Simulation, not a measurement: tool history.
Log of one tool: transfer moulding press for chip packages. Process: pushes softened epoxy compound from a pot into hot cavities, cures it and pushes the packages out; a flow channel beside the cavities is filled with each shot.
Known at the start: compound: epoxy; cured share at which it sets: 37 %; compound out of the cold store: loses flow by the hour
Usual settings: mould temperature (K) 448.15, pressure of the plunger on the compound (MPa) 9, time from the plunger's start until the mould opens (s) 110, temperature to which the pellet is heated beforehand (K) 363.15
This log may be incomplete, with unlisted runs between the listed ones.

run     day  mould temperature (K)  pressure of the plunger on the compound (MPa)  time from the plunger's start until the mould opens (s)  temperature to which the pellet is heated beforehand (K)  incoming compound's hours out of the cold store  length that the compound runs in the flow channel (mm)  greatest force on the pins that push the packages out (N)
  1       0                 448.15                                              9                                                      110                                                    363.15                                             12.8                                                    1000                                                        739
      0.258  -- cavities cleaned with cleaning compound and waxed
  2   0.962                 448.15                                              9                                                      110                                                    363.15                                              8.5                                                    1023                                                        583
  3   2.096                 448.15                                              9                                                      110                                                    363.15                                             32.3                                                     885                                                        666
      2.625  -- cavities cleaned with cleaning compound and waxed
  4   3.067                 448.15                                              9                                                      110                                                    363.15                                               48                                                     807                                                        516
  5   3.646                 448.15                                              9                                                      110                                                    363.15                                             10.4                                                     998                                                        616
  6   4.912                 448.15                                           8.77                                                      110                                                    363.15                                             30.2                                                     874                                                        703
      5.029  -- cavities cleaned with cleaning compound and waxed
  7   6.025                 448.15                                           8.77                                                      110                                                    363.15                                             10.5                                                     973                                                        615
      6.612  -- plunger's sealing rings changed
  8   6.667                 448.15                                              9                                                      110                                                    363.15                                             11.1                                                    1044                                                        687
      7.575  -- cavities cleaned with cleaning compound and waxed
  9   7.992                 445.15                                              9                                                      110                                                    363.15                                             14.3                                                    1028                                                        637
 10   9.083                 445.15                                              9                                                      110                                                    363.15                                             12.6                                                    1039                                                        813
 11   9.642                 445.15                                              9                                                      110                                                    363.15                                               45                                                     862                                                        762
      9.979  -- cavities cleaned with cleaning compound and waxed
 12  10.529                 445.15                                              9                                                      110                                                    363.15                                             20.7                                                     980                                                        649
 13  11.333                 449.15                                              9                                                      122                                                    363.15                                             42.5                                                     859                                                        532
 14  12.004                 449.15                                              9                                                      122                                                    363.15                                             28.2                                                     918                                                        583
     12.196  -- mould's thermocouples calibrated
     12.483  -- cavities cleaned with cleaning compound and waxed
 15  12.704                 449.15                                              9                                                      122                                                    363.15                                              9.1                                                    1032                                                        448
 16  13.533                 443.15                                              9                                                      142                                                    365.15                                             34.9                                                     894                                                        538
 17  14.596                 443.15                                              9                                                      142                                                    365.15                                              8.2                                                    1052                                                        632
     14.758  -- mould's thermocouples calibrated, once more
     15.021  -- cavities cleaned with cleaning compound and waxed
 18  15.904                 448.15                                           8.53                                                      101                                                    372.15                                             23.1                                                     911                                                        655
 19  16.788                 448.15                                           7.92                                                      110                                                    365.15                                             47.1                                                     766                                                        620
     17.462  -- cavities cleaned with cleaning compound and waxed
 20  17.825                 448.15                                           7.92                                                      110                                                    365.15                                             46.8                                                     756                                                        478

What if the next run were any one of these 4? Each begins from the tool's condition after run 20:
  A  18.579                 448.15                                          10.59                                                      110                                                    363.15                                             32.8                                                       ?                                                          ?
  B  18.579                 448.15                                          10.36                                                      140                                                    370.15                                                9                                                       ?                                                          ?
  C  18.579                 452.15                                           6.81                                                      110                                                    368.15                                             41.1                                                       ?                                                          ?
  D  18.579                 448.15                                           8.67                                                      110                                                    363.15                                             12.5                                                       ?                                                          ?

run  length that the compound runs in the flow channel (mm)  greatest force on the pins that push the packages out (N)
  A                                                     953                                                        562
  B                                                    1071                                                        491
  C                                                     723                                                        502
  D                                                     962                                                        578
With the hidden condition removed and each run's random variation left untouched, the same runs would have given:
run  length that the compound runs in the flow channel (mm)  greatest force on the pins that push the packages out (N)
  A                                                    1003                                                        422
  B                                                    1127                                                        367
  C                                                     761                                                        376
  D                                                    1012                                                        435

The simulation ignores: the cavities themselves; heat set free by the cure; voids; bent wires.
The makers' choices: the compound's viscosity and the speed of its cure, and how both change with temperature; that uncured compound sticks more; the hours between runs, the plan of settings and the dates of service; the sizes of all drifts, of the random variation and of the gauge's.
